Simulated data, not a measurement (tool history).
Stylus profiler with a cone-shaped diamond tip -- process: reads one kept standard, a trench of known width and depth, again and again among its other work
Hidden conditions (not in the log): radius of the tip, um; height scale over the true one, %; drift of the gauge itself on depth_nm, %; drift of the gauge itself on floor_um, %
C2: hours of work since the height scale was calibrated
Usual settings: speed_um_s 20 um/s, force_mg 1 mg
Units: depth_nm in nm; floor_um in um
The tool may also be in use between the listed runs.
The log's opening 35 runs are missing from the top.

run 36 hour=901.6 | speed_um_s=11 force_mg=0.71 | scans_with_this_tip=15003 C2=36 | depth_nm=100.32 floor_um=48.45
run 37 hour=922.2 | speed_um_s=8 force_mg=1.06 | scans_with_this_tip=15147 C2=50 | depth_nm=100.39 floor_um=48.53
run 38 hour=938.9 | speed_um_s=24 force_mg=0.5 | scans_with_this_tip=15263 C2=62 | depth_nm=100.19 floor_um=48.28
run 39 hour=966.9 | speed_um_s=24 force_mg=0.5 | scans_with_this_tip=15458 C2=82 | depth_nm=100.24 floor_um=48.33
run 40 hour=986.9 | speed_um_s=10 force_mg=0.59 | scans_with_this_tip=15597 C2=96 | depth_nm=100.29 floor_um=48.5
run 41 hour=1002.8 | speed_um_s=31 force_mg=0.97 | scans_with_this_tip=15708 C2=107 | depth_nm=100.32 floor_um=48.33
run 42 hour=1033.1 | speed_um_s=10 force_mg=2.04 | scans_with_this_tip=15919 C2=129 | depth_nm=100.54 floor_um=48.55
run 43 hour=1054.9 | speed_um_s=8 force_mg=0.49 | scans_with_this_tip=16071 C2=144 | depth_nm=100.23 floor_um=48.47
run 44 hour=1083.2 | speed_um_s=7 force_mg=0.47 | scans_with_this_tip=16269 C2=164 | depth_nm=100.24 floor_um=48.57
run 45 hour=1110.4 | speed_um_s=55 force_mg=1.3 | scans_with_this_tip=16459 C2=183 | depth_nm=100.41 floor_um=48.16
run 46 hour=1140.2 | speed_um_s=48 force_mg=0.46 | scans_with_this_tip=16666 C2=204 | depth_nm=100.19 floor_um=47.97

Branching from run 46: 4 alternative next runs. What would each branch give?
run A hour=1171.2 | speed_um_s=10 force_mg=2.68 | scans_with_this_tip=16882 C2=226 | depth_nm=? floor_um=?
run B hour=1171.2 | speed_um_s=18 force_mg=1.55 | scans_with_this_tip=16882 C2=226 | depth_nm=? floor_um=?
run C hour=1171.2 | speed_um_s=6 force_mg=2.01 | scans_with_this_tip=16882 C2=226 | depth_nm=? floor_um=?
run D hour=1171.2 | speed_um_s=24 force_mg=0.46 | scans_with_this_tip=16882 C2=226 | depth_nm=? floor_um=?

run=A depth_nm=100.73 floor_um=48.57
run=B depth_nm=100.49 floor_um=48.42
run=C depth_nm=100.6 floor_um=48.54
run=D depth_nm=100.24 floor_um=48.3
Without the tool's unlogged condition, the same runs would have read:
run=A depth_nm=100.73 floor_um=48.58
run=B depth_nm=100.49 floor_um=48.43
run=C depth_nm=100.6 floor_um=48.55
run=D depth_nm=100.24 floor_um=48.32
